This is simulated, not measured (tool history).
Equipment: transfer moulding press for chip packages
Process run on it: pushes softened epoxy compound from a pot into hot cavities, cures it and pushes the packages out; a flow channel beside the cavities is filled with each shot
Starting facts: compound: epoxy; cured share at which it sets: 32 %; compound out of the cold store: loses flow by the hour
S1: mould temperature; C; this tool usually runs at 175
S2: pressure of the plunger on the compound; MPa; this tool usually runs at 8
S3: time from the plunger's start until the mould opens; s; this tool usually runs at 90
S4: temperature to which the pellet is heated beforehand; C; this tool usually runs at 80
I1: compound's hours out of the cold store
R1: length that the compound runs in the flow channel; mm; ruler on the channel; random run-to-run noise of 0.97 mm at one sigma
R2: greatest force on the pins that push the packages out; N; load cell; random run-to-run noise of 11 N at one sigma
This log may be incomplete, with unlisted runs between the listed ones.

run 1 day=0 | S1=175 S2=8 S3=90 S4=80 | I1=45.1 | R1=531.3 R2=506
run 2 day=0.583 | S1=175 S2=8 S3=90 S4=80 | I1=18.8 | R1=599 R2=531
run 3 day=0.967 | S1=175 S2=8 S3=90 S4=80 | I1=34 | R1=560.1 R2=494
-- day=1.104 cavities cleaned with cleaning compound and waxed
run 4 day=1.675 | S1=175 S2=8 S3=90 S4=80 | I1=28.9 | R1=570.4 R2=495
run 5 day=2.242 | S1=175 S2=8 S3=90 S4=80 | I1=17.8 | R1=602.5 R2=508
run 6 day=3.004 | S1=175 S2=8 S3=90 S4=80 | I1=17.9 | R1=602.4 R2=519
-- day=3.579 cavities cleaned with cleaning compound and waxed
run 7 day=3.892 | S1=175 S2=9.56 S3=90 S4=80 | I1=17.8 | R1=658.4 R2=523
run 8 day=4.708 | S1=175 S2=9.56 S3=90 S4=80 | I1=13.1 | R1=672.1 R2=526
run 9 day=5.062 | S1=175 S2=9.56 S3=90 S4=80 | I1=46 | R1=580.2 R2=496
run 10 day=5.471 | S1=175 S2=9.56 S3=90 S4=80 | I1=35 | R1=609 R2=506
run 11 day=5.933 | S1=175 S2=7.03 S3=90 S4=80 | I1=19.7 | R1=560.3 R2=521
-- day=6.046 cavities cleaned with cleaning compound and waxed
run 12 day=6.446 | S1=175 S2=7.03 S3=90 S4=80 | I1=28.6 | R1=537.6 R2=509
run 13 day=7.212 | S1=175 S2=8 S3=90 S4=80 | I1=20.4 | R1=595.6 R2=501
run 14 day=7.633 | S1=175 S2=8 S3=90 S4=80 | I1=47.6 | R1=526 R2=504
run 15 day=8.142 | S1=175 S2=8 S3=90 S4=80 | I1=8.1 | R1=632.4 R2=533
-- day=8.496 cavities cleaned with cleaning compound and waxed
run 16 day=8.979 | S1=177 S2=9.92 S3=111 S4=77 | I1=14.2 | R1=677 R2=387
run 17 day=9.558 | S1=177 S2=8.11 S3=98 S4=82 | I1=29.5 | R1=569.1 R2=433
run 18 day=10.067 | S1=171 S2=6.07 S3=98 S4=82 | I1=22.3 | R1=523 R2=560
run 19 day=10.596 | S1=171 S2=6.07 S3=88 S4=82 | I1=21 | R1=528.1 R2=730
-- day=11.004 plunger's sealing rings changed
-- day=11.067 cavities cleaned with cleaning compound and waxed
run 20 day=11.288 | S1=181 S2=8.53 S3=103 S4=86 | I1=47.8 | R1=527.6 R2=386
run 21 day=11.85 | S1=181 S2=8.49 S3=103 S4=81 | I1=28.9 | R1=574.3 R2=379
run 22 day=12.646 | S1=167 S2=6.37 S3=101 S4=87 | I1=18.6 | R1=557 R2=730
run 23 day=13.017 | S1=175 S2=9.74 S3=90 S4=72 | I1=29.7 | R1=629.3 R2=524
-- day=13.508 cavities cleaned with cleaning compound and waxed
run 24 day=13.596 | S1=175 S2=9.74 S3=90 S4=72 | I1=45.1 | R1=587.2 R2=478
run 25 day=13.942 | S1=175 S2=8 S3=96 S4=74 | I1=36.2 | R1=554.3 R2=476
run 26 day=14.5 | S1=176 S2=8 S3=90 S4=80 | I1=47.1 | R1=524 R2=460
run 27 day=15.125 | S1=172 S2=9.26 S3=110 S4=80 | I1=36.2 | R1=605.5 R2=416
run 28 day=15.879 | S1=169 S2=9.26 S3=110 S4=80 | I1=21.3 | R1=657.2 R2=542
-- day=16 cavities cleaned with cleaning compound and waxed
run 29 day=16.288 | S1=173 S2=8.5 S3=72 S4=79 | I1=21.7 | R1=616.6 R2=955

3 options for the next run, each taken on its own from the tool as it stands now. Forecast them:
run A day=16.958 | S1=175 S2=9.39 S3=113 S4=84 | I1=17.3 | R1=? R2=?
run B day=16.958 | S1=178 S2=6.37 S3=72 S4=79 | I1=40.8 | R1=? R2=?
run C day=16.958 | S1=169 S2=8 S3=90 S4=80 | I1=12.6 | R1=? R2=?

run=A R1=654.7 R2=407
run=B R1=477.9 R2=625
run=C R1=634 R2=809
What these runs would have given with no unlogged condition in the tool:
run=A R1=654.8 R2=404
run=B R1=478 R2=621
run=C R1=634.1 R2=804

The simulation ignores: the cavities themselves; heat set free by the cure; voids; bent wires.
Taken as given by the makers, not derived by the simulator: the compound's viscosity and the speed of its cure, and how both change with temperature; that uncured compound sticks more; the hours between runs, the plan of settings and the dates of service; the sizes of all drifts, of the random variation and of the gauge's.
